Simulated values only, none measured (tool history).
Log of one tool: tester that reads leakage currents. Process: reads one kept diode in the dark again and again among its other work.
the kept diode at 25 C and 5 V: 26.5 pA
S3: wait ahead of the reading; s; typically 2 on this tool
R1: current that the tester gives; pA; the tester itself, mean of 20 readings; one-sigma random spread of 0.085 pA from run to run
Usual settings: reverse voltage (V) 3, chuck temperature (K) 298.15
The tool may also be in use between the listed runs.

{"run": 1, "hour": 0.0, "reverse voltage (V)": 3, "chuck temperature (K)": 298.15, "S3": 2, "R1": 24.57}
{"run": 2, "hour": 82.8, "reverse voltage (V)": 3, "chuck temperature (K)": 298.15, "S3": 2, "R1": 24.74}
{"run": 3, "hour": 200.8, "reverse voltage (V)": 4.25, "chuck temperature (K)": 298.15, "S3": 2, "R1": 28.72}
{"run": 4, "hour": 349.1, "reverse voltage (V)": 4.25, "chuck temperature (K)": 298.15, "S3": 2, "R1": 29.03}
{"run": 5, "hour": 432.1, "reverse voltage (V)": 4.25, "chuck temperature (K)": 298.15, "S3": 2, "R1": 28.91}
{"run": 6, "hour": 568.2, "reverse voltage (V)": 4.25, "chuck temperature (K)": 298.15, "S3": 2, "R1": 29.16}
{"run": 7, "hour": 708.2, "reverse voltage (V)": 4.25, "chuck temperature (K)": 298.15, "S3": 2, "R1": 29.29}
{"run": 8, "hour": 819.5, "reverse voltage (V)": 4.25, "chuck temperature (K)": 298.15, "S3": 2, "R1": 29.13}
{"run": 9, "hour": 940.0, "reverse voltage (V)": 3, "chuck temperature (K)": 298.15, "S3": 0.33, "R1": 27.01}
{"run": 10, "hour": 1078.0, "reverse voltage (V)": 3, "chuck temperature (K)": 298.15, "S3": 1.01, "R1": 25.32}
{"run": 11, "hour": 1172.7, "reverse voltage (V)": 3, "chuck temperature (K)": 298.15, "S3": 1.01, "R1": 25.31}
{"run": 12, "hour": 1248.6, "reverse voltage (V)": 3, "chuck temperature (K)": 298.15, "S3": 1.01, "R1": 25.32}
{"run": 13, "hour": 1393.9, "reverse voltage (V)": 3, "chuck temperature (K)": 298.15, "S3": 2, "R1": 24.88}
{"run": 14, "hour": 1521.9, "reverse voltage (V)": 3, "chuck temperature (K)": 298.15, "S3": 2, "R1": 25}
{"run": 15, "hour": 1682.0, "reverse voltage (V)": 3, "chuck temperature (K)": 298.15, "S3": 2, "R1": 24.98}
{"run": 16, "hour": 1773.2, "reverse voltage (V)": 3, "chuck temperature (K)": 298.15, "S3": 2, "R1": 25.12}
{"hour": 1820.5, "done": "chuck's temperature calibrated"}
{"run": 17, "hour": 1905.8, "reverse voltage (V)": 3, "chuck temperature (K)": 298.15, "S3": 2, "R1": 23.46}
{"run": 18, "hour": 2033.1, "reverse voltage (V)": 3, "chuck temperature (K)": 298.15, "S3": 2, "R1": 23.36}
{"run": 19, "hour": 2156.6, "reverse voltage (V)": 3, "chuck temperature (K)": 298.15, "S3": 2, "R1": 23.59}
{"run": 20, "hour": 2240.0, "reverse voltage (V)": 3, "chuck temperature (K)": 298.15, "S3": 2, "R1": 23.48}
{"run": 21, "hour": 2334.2, "reverse voltage (V)": 7.6, "chuck temperature (K)": 325.15, "S3": 0.72, "R1": 269.65}
{"run": 22, "hour": 2482.3, "reverse voltage (V)": 7.31, "chuck temperature (K)": 305.15, "S3": 1.34, "R1": 60.44}
{"run": 23, "hour": 2646.5, "reverse voltage (V)": 7.31, "chuck temperature (K)": 305.15, "S3": 2.02, "R1": 59.82}
{"hour": 2677.4, "done": "chuck's temperature calibrated, once more"}
{"run": 24, "hour": 2761.9, "reverse voltage (V)": 6.55, "chuck temperature (K)": 298.15, "S3": 0.8, "R1": 43.51}
{"run": 25, "hour": 2840.6, "reverse voltage (V)": 18.74, "chuck temperature (K)": 309.15, "S3": 1.3, "R1": 149.64}
{"run": 26, "hour": 2953.2, "reverse voltage (V)": 2.71, "chuck temperature (K)": 298.15, "S3": 0.3, "R1": 29.12}
{"run": 27, "hour": 3092.5, "reverse voltage (V)": 4.74, "chuck temperature (K)": 298.15, "S3": 2, "R1": 35.92}
{"run": 28, "hour": 3208.3, "reverse voltage (V)": 9.41, "chuck temperature (K)": 294.15, "S3": 2, "R1": 42.59}
{"run": 29, "hour": 3335.4, "reverse voltage (V)": 9.41, "chuck temperature (K)": 294.15, "S3": 2, "R1": 42.86}
{"run": 30, "hour": 3489.3, "reverse voltage (V)": 7.01, "chuck temperature (K)": 318.15, "S3": 3.43, "R1": 181.7}
{"run": 31, "hour": 3629.4, "reverse voltage (V)": 9.18, "chuck temperature (K)": 331.15, "S3": 1.83, "R1": 526.17}
{"run": 32, "hour": 3739.2, "reverse voltage (V)": 9.18, "chuck temperature (K)": 331.15, "S3": 0.68, "R1": 527.77}
{"run": 33, "hour": 3876.3, "reverse voltage (V)": 9.18, "chuck temperature (K)": 331.15, "S3": 0.68, "R1": 527.72}
{"run": 34, "hour": 3960.0, "reverse voltage (V)": 9.18, "chuck temperature (K)": 295.15, "S3": 0.44, "R1": 50.14}
{"run": 35, "hour": 4064.1, "reverse voltage (V)": 9.18, "chuck temperature (K)": 295.15, "S3": 0.44, "R1": 50.2}
{"run": 36, "hour": 4231.5, "reverse voltage (V)": 1.82, "chuck temperature (K)": 300.15, "S3": 2, "R1": 26.09}
{"run": 37, "hour": 4396.7, "reverse voltage (V)": 1.82, "chuck temperature (K)": 300.15, "S3": 2, "R1": 26.1}
{"run": 38, "hour": 4531.5, "reverse voltage (V)": 3, "chuck temperature (K)": 330.15, "S3": 1.77, "R1": 326.42}
{"run": 39, "hour": 4673.0, "reverse voltage (V)": 1.68, "chuck temperature (K)": 298.15, "S3": 5.56, "R1": 21.38}
{"run": 40, "hour": 4759.6, "reverse voltage (V)": 1.87, "chuck temperature (K)": 318.15, "S3": 0.75, "R1": 108.76}

Alternative continuations, all from the tool just after run 40; predict every row:
{"run": "A", "hour": 4857.1, "reverse voltage (V)": 1.87, "chuck temperature (K)": 325.15, "S3": 0.39, "R1": "?"}
{"run": "B", "hour": 4857.1, "reverse voltage (V)": 4.3, "chuck temperature (K)": 298.15, "S3": 2, "R1": "?"}
{"run": "C", "hour": 4857.1, "reverse voltage (V)": 19.22, "chuck temperature (K)": 333.15, "S3": 2.96, "R1": "?"}

run=A R1=187.56
run=B R1=34.78
run=C R1=773.78
With no hidden state in the tool, these same runs would have given:
run=A R1=196.75
run=B R1=25.9
run=C R1=778.09

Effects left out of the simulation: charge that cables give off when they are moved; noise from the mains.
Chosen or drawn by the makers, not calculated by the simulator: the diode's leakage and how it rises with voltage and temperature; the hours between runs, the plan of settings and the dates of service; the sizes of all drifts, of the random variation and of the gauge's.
